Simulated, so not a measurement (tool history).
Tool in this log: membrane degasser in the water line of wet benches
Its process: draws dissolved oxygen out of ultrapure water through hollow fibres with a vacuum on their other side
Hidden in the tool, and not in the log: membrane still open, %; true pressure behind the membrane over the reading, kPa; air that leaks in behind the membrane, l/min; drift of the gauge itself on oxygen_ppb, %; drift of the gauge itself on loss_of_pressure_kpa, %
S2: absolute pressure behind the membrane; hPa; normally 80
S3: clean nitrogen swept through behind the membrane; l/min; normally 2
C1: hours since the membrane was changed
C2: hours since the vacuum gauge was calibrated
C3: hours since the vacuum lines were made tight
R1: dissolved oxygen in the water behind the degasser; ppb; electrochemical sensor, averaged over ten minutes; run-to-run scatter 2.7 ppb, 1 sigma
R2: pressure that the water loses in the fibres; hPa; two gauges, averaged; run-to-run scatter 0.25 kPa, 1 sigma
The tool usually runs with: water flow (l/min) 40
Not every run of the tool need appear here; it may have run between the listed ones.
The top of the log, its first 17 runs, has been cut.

run 18 hour=562.1 | water_flow_(l/min)=33 S2=80 S3=2.76 | C1=1932 C2=987 C3=1106 | R1=167 R2=557.6
run 19 hour=587.9 | water_flow_(l/min)=32 S2=80 S3=1.59 | C1=1958 C2=1012 C3=1132 | R1=239.3 R2=538.7
run 20 hour=620.5 | water_flow_(l/min)=34 S2=190.1 S3=2 | C1=1991 C2=1045 C3=1164 | R1=603.5 R2=579
run 21 hour=663.5 | water_flow_(l/min)=32 S2=57.8 S3=2 | C1=2034 C2=1088 C3=1207 | R1=127.5 R2=541.4
run 22 hour=694.1 | water_flow_(l/min)=36 S2=169.6 S3=2 | C1=2064 C2=1119 C3=1238 | R1=570.5 R2=608.6
run 23 hour=737.7 | water_flow_(l/min)=36 S2=169.6 S3=2 | C1=2108 C2=1162 C3=1282 | R1=562.1 R2=607.9
run 24 hour=771.5 | water_flow_(l/min)=64 S2=151.1 S3=1.08 | C1=2142 C2=1196 C3=1315 | R1=1296.5 R2=1079.6
-- hour=778.9 gauge calibrated
run 25 hour=806.3 | water_flow_(l/min)=57 S2=82.2 S3=2.04 | C1=2177 C2=1231 C3=1350 | R1=407.5 R2=944.6
run 26 hour=846.2 | water_flow_(l/min)=35 S2=80.1 S3=2.04 | C1=2216 C2=1271 C3=1390 | R1=224 R2=585
run 27 hour=873 | water_flow_(l/min)=40 S2=133.4 S3=2 | C1=2243 C2=1297 C3=1417 | R1=485.2 R2=664.6
run 28 hour=903 | water_flow_(l/min)=40 S2=133.4 S3=2 | C1=2273 C2=1328 C3=1447 | R1=482.8 R2=662.6
run 29 hour=936.4 | water_flow_(l/min)=29 S2=69.8 S3=2 | C1=2307 C2=1361 C3=1480 | R1=148.4 R2=481.3
run 30 hour=970.4 | water_flow_(l/min)=43 S2=114.1 S3=2 | C1=2341 C2=1395 C3=1514 | R1=436.6 R2=717.7
run 31 hour=1006 | water_flow_(l/min)=43 S2=114.1 S3=2 | C1=2376 C2=1431 C3=1550 | R1=441.1 R2=718.5

Forecast run 32:
run 32 hour=1030.5 | water_flow_(l/min)=27 S2=64.3 S3=1.93 | C1=2401 C2=1455 C3=1574 | R1=? R2=?

R1: 124.8 ppb
R2: 447.2 hPa
The same run, on a tool lacking any hidden state, would have yielded R1 124.7 ppb, R2 443.5 hPa.

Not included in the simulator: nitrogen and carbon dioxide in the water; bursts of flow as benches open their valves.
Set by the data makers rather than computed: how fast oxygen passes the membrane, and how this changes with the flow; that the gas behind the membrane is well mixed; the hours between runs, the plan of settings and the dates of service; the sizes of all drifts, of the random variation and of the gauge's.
